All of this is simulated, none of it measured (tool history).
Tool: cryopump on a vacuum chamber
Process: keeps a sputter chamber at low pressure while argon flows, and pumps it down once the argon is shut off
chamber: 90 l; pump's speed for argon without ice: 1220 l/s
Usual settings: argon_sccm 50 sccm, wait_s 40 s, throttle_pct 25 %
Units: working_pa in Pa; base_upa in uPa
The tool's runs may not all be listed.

run,day,argon_sccm,wait_s,throttle_pct,working_pa,base_upa
1,0,50,40,25,0.2823,3.58
2,1.488,50,40,25,0.2829,3.64
3,3.458,50,40,25,0.2852,3.72
4,5.85,50,40,25,0.2863,3.78
5,7.371,50,40,25,0.2847,3.96
6,9.958,50,40,25,0.2896,4.1
7,12.504,50,40,25,0.2909,4.21
8,14.271,50,40,25,0.2951,4.21
9,16.225,46,40,25,0.2716,4.34
10,18.079,31,40,25,0.1843,4.67
11,20.15,40,40,25,0.2398,4.53
12,22.862,40,40,25,0.2445,4.84
13,24.525,40,40,25,0.244,4.89
14,26.183,34,107,44,0.1271,4.63
15,28.767,89,176,31,0.4044,3.25
16,30.262,53,176,54,0.1403,3.3
17,32.304,32,40,32,0.1411,4.35
18,35.079,61,132,19,0.4527,0.63
19,37.425,42,94,27,0.2231,0.84
20,38.879,42,94,27,0.2244,0.86
21,40.862,37,32,39,0.1418,1.79
22,42.212,68,193,39,0.2615,0.75
23,44.604,68,193,39,0.2622,0.79
24,45.804,27,40,25,0.1599,1.67
25,47.825,51,58,24,0.3154,1.38

Taken out of this log: 2 entries between the listed runs. Where each belongs, and how the hidden state differs across it:
Between runs 14 and 15: pump warmed up, emptied and cooled again (day 27.55)
  pump's speed, % of a pump's without ice: 71.2 -> 98.6; cold plate's temperature, K: 13.37 -> 13.39; leak into the chamber, uPa l/s: 3492 -> 3549
  measured less the result without the state, working_pa: +0.0208 -> +0.0053 Pa; base_upa: +3.96 -> +2.75 uPa
Between runs 17 and 18: leaking fittings of the chamber tightened, without venting (day 34.183)
  pump's speed, % of a pump's without ice: 95.3 -> 92.7; cold plate's temperature, K: 13.43 -> 13.45; leak into the chamber, uPa l/s: 3631 -> 342
  measured less the result without the state, working_pa: +0.0036 -> +0.0094 Pa; base_upa: +3.04 -> +0.07 uPa
